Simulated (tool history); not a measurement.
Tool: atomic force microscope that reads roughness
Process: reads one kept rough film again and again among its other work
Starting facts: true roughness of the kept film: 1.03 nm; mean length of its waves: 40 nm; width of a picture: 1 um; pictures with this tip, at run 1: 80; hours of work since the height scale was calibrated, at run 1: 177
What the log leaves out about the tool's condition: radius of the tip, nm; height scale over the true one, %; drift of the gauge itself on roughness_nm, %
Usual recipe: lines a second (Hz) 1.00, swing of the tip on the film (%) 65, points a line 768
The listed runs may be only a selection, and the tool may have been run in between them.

run,hour,lines a second (Hz),swing of the tip on the film (%),points a line,pictures with this tip,hours of work since the height scale was calibrated,roughness of the kept film (nm (root mean square))
1,0.0,1.00,65,768,80,177,0.982
2,34.4,1.65,65,768,116,191,0.968
# hour 55.4: new tip fitted
3,64.4,1.65,65,768,9,204,0.987
4,90.6,1.65,65,768,37,215,0.985
5,122.7,1.00,65,768,70,228,0.985
6,142.8,1.52,65,768,92,237,0.975
7,166.5,3.83,65,768,117,247,0.944
# hour 170.4: height scale calibrated on a step standard
# hour 187.5: new tip fitted
8,192.4,1.00,65,505,5,9,0.993
9,208.8,1.00,65,768,22,16,0.995
10,226.4,1.00,65,768,41,23,0.994
# hour 254.8: height scale calibrated on a step standard, once more
11,257.1,1.00,65,768,72,1,0.982
12,282.7,1.00,65,768,99,12,0.973
13,303.0,1.00,65,768,121,20,0.973
# hour 319.1: new tip fitted
14,326.2,3.69,65,738,8,30,0.964
15,354.1,2.22,56,738,37,42,0.985
16,385.2,0.76,65,768,70,55,0.989
17,418.2,1.00,65,353,104,69,0.974
18,442.1,1.00,56,367,130,79,0.970
# hour 450.6: new tip fitted
19,474.6,3.14,60,516,25,93,0.974
20,494.3,2.14,65,776,46,101,0.976
21,521.9,2.33,87,507,75,113,0.908
22,558.6,2.33,87,507,114,128,0.902
# hour 582.8: new tip fitted
23,582.8,2.33,87,507,0,138,0.922

Across each entry between runs, compare the hidden state at the last listed run before it with the hidden state at the first listed run after it:
After run 2, before run 3: new tip fitted (hour 55.4)
  radius of the tip, nm: 16.9 -> 7.9; height scale over the true one, %: 0.24 -> 0.25
  what was measured, less what the result would be without the hidden state, roughness of the kept film (nm (root mean square)): -0.022 -> +0.000
After run 7, before run 8: height scale calibrated on a step standard (hour 170.4); new tip fitted (hour 187.5)
  radius of the tip, nm: 16.4 -> 8.4; height scale over the true one, %: 0.3 -> 0.36
  what was measured, less what the result would be without the hidden state, roughness of the kept film (nm (root mean square)): -0.019 -> +0.000
After run 10, before run 11: height scale calibrated on a step standard, once more (hour 254.8)
  radius of the tip, nm: 11.4 -> 14; height scale over the true one, %: 0.38 -> -0.11
  what was measured, less what the result would be without the hidden state, roughness of the kept film (nm (root mean square)): -0.007 -> -0.019
After run 13, before run 14: new tip fitted (hour 319.1)
  radius of the tip, nm: 18 -> 7.8; height scale over the true one, %: -0.08 -> -0.07
  what was measured, less what the result would be without the hidden state, roughness of the kept film (nm (root mean square)): -0.028 -> -0.002
After run 18, before run 19: new tip fitted (hour 450.6)
  radius of the tip, nm: 17.6 -> 9.4; height scale over the true one, %: -0.02 -> 0
  what was measured, less what the result would be without the hidden state, roughness of the kept film (nm (root mean square)): -0.026 -> -0.006
After run 22, before run 23: new tip fitted (hour 582.8)
  radius of the tip, nm: 16.5 -> 7.4; height scale over the true one, %: 0.03 -> 0.04
  what was measured, less what the result would be without the hidden state, roughness of the kept film (nm (root mean square)): -0.021 -> -0.001
